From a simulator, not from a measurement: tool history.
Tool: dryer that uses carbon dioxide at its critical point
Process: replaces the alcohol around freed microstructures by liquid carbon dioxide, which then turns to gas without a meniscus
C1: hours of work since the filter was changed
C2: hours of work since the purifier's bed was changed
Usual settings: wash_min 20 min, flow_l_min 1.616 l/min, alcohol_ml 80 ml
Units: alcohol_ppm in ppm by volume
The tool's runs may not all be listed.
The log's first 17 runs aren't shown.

Run 18, hour 503.1: usual settings but wash_min 14 min; C1 56; C2 474. Result: alcohol_ppm 130 ppm by volume.
Run 19, hour 529.8: usual settings but wash_min 14 min; C1 70; C2 487. Result: alcohol_ppm 142 ppm by volume.
Run 20, hour 550.1: usual settings but wash_min 14 min; C1 80; C2 498. Result: alcohol_ppm 141 ppm by volume.
Run 21, hour 578.2: usual settings but wash_min 15 min, alcohol_ml 29 ml; C1 95; C2 512. Result: alcohol_ppm 66 ppm by volume.
Run 22, hour 601.6: usual settings but wash_min 12 min, flow_l_min 2.36 l/min, alcohol_ml 32 ml; C1 107; C2 524. Result: alcohol_ppm 49 ppm by volume.
Run 23, hour 622.7: usual settings but wash_min 15 min, flow_l_min 2.36 l/min, alcohol_ml 90 ml; C1 117; C2 535. Result: alcohol_ppm 50 ppm by volume.
Run 24, hour 654.1: usual settings but wash_min 23 min, flow_l_min 1.77 l/min; C1 134; C2 551. Result: alcohol_ppm 41 ppm by volume.
Run 25, hour 686: usual settings but wash_min 23 min, flow_l_min 1.45 l/min, alcohol_ml 29 ml; C1 150; C2 568. Result: alcohol_ppm 49 ppm by volume.
Run 26, hour 721.9: usual settings but wash_min 23 min, flow_l_min 1.45 l/min, alcohol_ml 29 ml; C1 168; C2 586. Result: alcohol_ppm 50 ppm by volume.
Run 27, hour 748.5: usual settings but wash_min 29 min, flow_l_min 2.57 l/min, alcohol_ml 69 ml; C1 182; C2 600. Result: alcohol_ppm 44 ppm by volume.
Run 28, hour 784.8: usual settings but wash_min 29 min, flow_l_min 2.57 l/min, alcohol_ml 69 ml; C1 201; C2 618. Result: alcohol_ppm 49 ppm by volume.
Run 29, hour 816.4: usual settings but wash_min 17 min, flow_l_min 2.23 l/min; C1 217; C2 635. Result: alcohol_ppm 49 ppm by volume.
Run 30, hour 850.8: usual settings but wash_min 26 min, flow_l_min 1.22 l/min, alcohol_ml 27 ml; C1 235; C2 652. Result: alcohol_ppm 53 ppm by volume.
Run 31, hour 887.1: usual settings but wash_min 15 min, flow_l_min 1.29 l/min; C1 253; C2 671. Result: alcohol_ppm 349 ppm by volume.
Run 32, hour 927.4: usual settings but flow_l_min 1.05 l/min, alcohol_ml 91 ml; C1 274; C2 692. Result: alcohol_ppm 281 ppm by volume.
Run 33, hour 946.9: usual settings but wash_min 31 min, flow_l_min 1.39 l/min, alcohol_ml 91 ml; C1 284; C2 702. Result: alcohol_ppm 67 ppm by volume.
Run 34, hour 973.5: usual settings but wash_min 18 min, flow_l_min 1.39 l/min, alcohol_ml 91 ml; C1 298; C2 715. Result: alcohol_ppm 157 ppm by volume.
Run 35, hour 1006: usual settings but wash_min 24 min, alcohol_ml 103 ml; C1 314; C2 732. Result: alcohol_ppm 60 ppm by volume.
Run 36, hour 1023.7: usual settings but wash_min 24 min, alcohol_ml 103 ml; C1 323; C2 741. Result: alcohol_ppm 64 ppm by volume.
Run 37, hour 1052.9: usual settings but wash_min 13 min, alcohol_ml 71 ml; C1 338; C2 756. Result: alcohol_ppm 276 ppm by volume.

Forecast each of these 3 alternatives for the next run:
At hour 1075: inlet filter changed.
Run A, hour 1078.9: usual settings but wash_min 12 min, flow_l_min 2.52 l/min, alcohol_ml 27 ml; C1 2; C2 769. Result: alcohol_ppm ?.
At hour 1075: inlet filter changed.
Run B, hour 1078.9: usual settings but flow_l_min 2.08 l/min; C1 2; C2 769. Result: alcohol_ppm ?.
At hour 1075: inlet filter changed.
Run C, hour 1078.9: usual settings but wash_min 21 min, flow_l_min 2.18 l/min; C1 2; C2 769. Result: alcohol_ppm ?.

run  alcohol_ppm
  A           75
  B           58
  C           62
Without the tool's hidden state the same runs would have given:
run  alcohol_ppm
  A           22
  B            5
  C            8
